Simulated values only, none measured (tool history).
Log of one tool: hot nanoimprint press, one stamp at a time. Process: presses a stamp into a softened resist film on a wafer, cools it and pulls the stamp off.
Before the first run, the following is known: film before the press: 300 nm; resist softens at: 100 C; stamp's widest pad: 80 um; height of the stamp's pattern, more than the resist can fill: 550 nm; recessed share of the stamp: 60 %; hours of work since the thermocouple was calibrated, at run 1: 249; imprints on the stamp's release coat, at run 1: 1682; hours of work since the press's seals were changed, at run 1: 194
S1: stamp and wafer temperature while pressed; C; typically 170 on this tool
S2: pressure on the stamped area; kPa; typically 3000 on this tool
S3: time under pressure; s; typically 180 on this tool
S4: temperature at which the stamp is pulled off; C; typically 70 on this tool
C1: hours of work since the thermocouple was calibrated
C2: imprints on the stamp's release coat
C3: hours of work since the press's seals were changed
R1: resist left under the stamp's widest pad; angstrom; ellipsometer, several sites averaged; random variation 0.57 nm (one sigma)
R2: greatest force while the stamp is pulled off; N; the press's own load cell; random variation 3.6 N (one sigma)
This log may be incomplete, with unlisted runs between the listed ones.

run	hour	S1	S2	S3	S4	C1	C2	C3	R1	R2
1	0	170	3000	180	70	249	1682	194	1580	249
2	9.9	170	3000	180	70	253	1712	198	1577	253
# hour 17: stamp cleaned and given a new release coat
3	22.6	170	3000	180	70	256	17	201	1581	178
4	36.1	170	3000	180	70	262	59	207	1577	175
5	51.1	170	3000	180	70	268	104	213	1581	180
6	65.3	170	3000	180	70	274	148	219	1570	181
7	80.6	169	3000	180	70	280	195	226	1635	184
8	94.8	170	3000	180	70	286	239	232	1595	182
9	101.6	170	3000	180	70	289	260	235	1580	187
# hour 109.8: plate thermocouple calibrated
10	118.3	170	3000	180	70	4	302	240	1548	187
11	128.1	170	3000	180	70	8	332	244	1560	191
12	142.2	170	3000	180	70	14	375	250	1561	182
13	157.4	170	3000	180	70	20	422	257	1563	190
14	171.3	170	3000	180	70	26	465	263	1569	194
15	184.6	170	2470	180	70	32	506	268	1692	196
16	194.7	170	3000	103	70	36	536	273	1879	191
17	208.1	162	3000	183	70	41	578	278	1960	203
18	222.9	162	3130	183	69	48	623	284	1938	210
19	230.6	162	3130	183	69	51	647	288	1921	195
20	242.7	170	3220	180	70	56	684	293	1519	204
21	258.5	170	3220	180	70	63	733	299	1517	205
22	273.4	170	3220	180	70	69	778	306	1511	214
23	288.2	170	3780	180	70	75	824	312	1418	216
24	302.4	170	3780	180	70	81	867	318	1417	205
25	310.8	165	3780	223	70	85	893	321	1545	219
26	319.2	165	3780	223	70	88	919	325	1547	212
27	330.7	165	3780	223	70	93	954	330	1546	220
28	343.5	169	2260	242	70	99	994	335	1645	229
29	354	169	2260	242	70	103	1026	340	1643	216
30	363.3	169	2260	242	70	107	1054	344	1650	217

3 options for the next run, each taken on its own from the tool as it stands now. Forecast them:
A	370.8	169	2260	242	59	110	1078	347	?	?
B	370.8	170	3000	154	71	110	1078	347	?	?
C	370.8	170	4620	91	59	110	1078	347	?	?

run	R1	R2
A	1647	272
B	1666	215
C	1652	274
With the hidden condition removed and each run's random variation left untouched, the same runs would have given:
run	R1	R2
A	1623	212
B	1642	167
C	1626	214
